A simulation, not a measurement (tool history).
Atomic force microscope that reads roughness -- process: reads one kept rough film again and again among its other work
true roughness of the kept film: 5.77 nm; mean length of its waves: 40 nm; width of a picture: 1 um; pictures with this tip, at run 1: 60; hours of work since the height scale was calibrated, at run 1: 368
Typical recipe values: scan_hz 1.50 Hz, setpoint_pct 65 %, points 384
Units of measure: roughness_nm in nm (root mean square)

run   hour  scan_hz  setpoint_pct  points  pictures with this tip  hours of work since the height scale was calibrated  roughness_nm
  1    0.0     1.50            65     384                      60                                                  368         5.296
  2   38.5     1.50            65     384                     113                                                  393         5.240
  3   96.0     1.50            65     384                     193                                                  432         5.242
  4  150.6     1.50            65     384                     268                                                  469         5.236
     166.3  -- new tip fitted
  5  211.1     1.50            65     384                      63                                                  509         5.302
  6  274.9     1.50            65     384                     151                                                  552         5.249
  7  318.9     1.50            65     384                     212                                                  582         5.276
  8  354.2     1.50            65     384                     261                                                  606         5.256
     372.3  -- new tip fitted
  9  393.0     1.38            65     384                      29                                                  632         5.284
 10  452.7     1.38            65     384                     112                                                  672         5.234
 11  481.1     1.50            65     961                     151                                                  691         5.259
 12  514.9     1.50            65     961                     198                                                  714         5.275
 13  560.5     1.50            89     295                     261                                                  744         5.008
     582.2  -- new tip fitted
 14  626.4     2.95            82     295                      61                                                  788         4.872
 15  681.6     2.44            65     384                     137                                                  826         5.201
 16  734.4     2.44            70     630                     211                                                  861         5.107
 17  785.2     1.50            82     924                     281                                                  895         5.153
     789.5  -- new tip fitted
 18  845.6     2.88            59     399                      78                                                  936         5.207
 19  879.9     3.18            65     384                     126                                                  959         5.141
 20  925.7     3.18            65     384                     189                                                  990         5.138
 21  965.9     3.18            65     384                     245                                                 1017         5.168
 22  994.5     3.18            59     823                     284                                                 1036         5.249

Each row is a separate what-if for the run after 22, all from the same tool condition, not one after another. Results?
     1000.8  -- new tip fitted
  A  1042.3     1.50            69     384                      58                                                 1068             ?
     1000.8  -- new tip fitted
  B  1042.3     0.96            55     452                      58                                                 1068             ?
     1000.8  -- new tip fitted
  C  1042.3     1.50            89     384                      58                                                 1068             ?

run  roughness_nm
  A         5.231
  B         5.309
  C         5.073
Without the tool's unlogged condition, the same runs would have read:
run  roughness_nm
  A         5.233
  B         5.311
  C         5.074

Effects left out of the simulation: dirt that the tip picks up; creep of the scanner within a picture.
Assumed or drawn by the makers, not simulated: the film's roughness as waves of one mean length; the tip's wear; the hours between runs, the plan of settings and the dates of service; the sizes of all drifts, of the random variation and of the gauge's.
